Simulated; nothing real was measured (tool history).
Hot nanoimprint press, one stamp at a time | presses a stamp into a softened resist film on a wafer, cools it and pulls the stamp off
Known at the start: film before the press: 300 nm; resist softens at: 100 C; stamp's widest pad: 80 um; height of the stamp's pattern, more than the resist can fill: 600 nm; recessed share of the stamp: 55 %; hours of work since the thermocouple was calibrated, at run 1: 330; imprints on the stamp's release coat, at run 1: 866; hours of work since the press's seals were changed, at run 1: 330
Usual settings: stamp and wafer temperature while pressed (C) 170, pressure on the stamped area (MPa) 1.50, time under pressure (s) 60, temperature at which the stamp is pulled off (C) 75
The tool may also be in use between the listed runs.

run     day  stamp and wafer temperature while pressed (C)  pressure on the stamped area (MPa)  time under pressure (s)  temperature at which the stamp is pulled off (C)  hours of work since the thermocouple was calibrated  imprints on the stamp's release coat  hours of work since the press's seals were changed  resist left under the stamp's widest pad (angstrom)  greatest force while the stamp is pulled off (N)
  1   0.000                                            170                                1.50                       60                                                75                                                  330                                   866                                                 330                                                 1233                                               179
  2   0.583                                            170                                1.50                       60                                                71                                                  338                                   915                                                 338                                                 1250                                               200
  3   1.558                                            170                                1.50                       46                                                75                                                  350                                   998                                                 350                                                 1361                                               179
  4   2.242                                            170                                1.50                       46                                                75                                                  359                                  1055                                                 359                                                 1378                                               186
  5   3.167                                            166                                1.50                       60                                                75                                                  371                                  1133                                                 371                                                 1450                                               188
  6   3.646                                            166                                1.50                       60                                                75                                                  377                                  1174                                                 377                                                 1461                                               181
  7   4.608                                            166                                1.50                       60                                                75                                                  390                                  1255                                                 390                                                 1470                                               181
  8   5.342                                            166                                1.50                       60                                                75                                                  399                                  1317                                                 399                                                 1466                                               186
  9   6.417                                            166                                1.50                       56                                                75                                                  413                                  1408                                                 413                                                 1502                                               189
 10   7.262                                            166                                1.50                       56                                                75                                                  424                                  1479                                                 424                                                 1490                                               189
 11   7.862                                            170                                1.50                       60                                                75                                                  432                                  1530                                                 432                                                 1231                                               189
 12   8.638                                            170                                1.50                       60                                                75                                                  442                                  1595                                                 442                                                 1228                                               191
 13   9.538                                            170                                1.17                       60                                                75                                                  454                                  1671                                                 454                                                 1363                                               181
      9.717  -- plate thermocouple calibrated
 14  10.483                                            170                                1.50                       60                                                75                                                   10                                  1740                                                 464                                                 1236                                               187
 15  10.988                                            167                                1.50                       60                                                75                                                   16                                  1783                                                 471                                                 1387                                               183
 16  11.842                                            168                                1.97                       60                                                75                                                   28                                  1855                                                 482                                                 1196                                               188
 17  12.742                                            168                                1.97                       60                                                75                                                   39                                  1931                                                 493                                                 1202                                               189
 18  13.779                                            170                                1.50                       74                                                60                                                   53                                  2018                                                 507                                                 1122                                               252
 19  14.729                                            170                                1.38                       60                                                82                                                   65                                  2098                                                 519                                                 1271                                               157
 20  15.733                                            170                                1.38                       60                                                82                                                   78                                  2183                                                 532                                                 1267                                               155
 21  16.262                                            170                                1.38                       60                                                82                                                   85                                  2227                                                 539                                                 1278                                               153
 22  16.708                                            181                                1.50                       60                                                75                                                   90                                  2265                                                 545                                                  770                                               191
 23  17.421                                            159                                1.50                       60                                                78                                                  100                                  2325                                                 554                                                 1905                                               168
 24  18.029                                            170                                1.50                       46                                                62                                                  108                                  2377                                                 562                                                 1384                                               250
 25  18.621                                            171                                1.50                       60                                                75                                                  115                                  2427                                                 570                                                 1179                                               187

The next listed run, before its measurement:
     19.767  -- stamp cleaned and given a new release coat
 26  19.846                                            158                                1.50                       60                                                75                                                  128                                     7                                                 582                                                    ?                                                 ?

Run 26 gave resist left under the stamp's widest pad (angstrom) 1950, greatest force while the stamp is pulled off (N) 183.
Without the tool's hidden state the same run would have given resist left under the stamp's widest pad (angstrom) 1950, greatest force while the stamp is pulled off (N) 183.
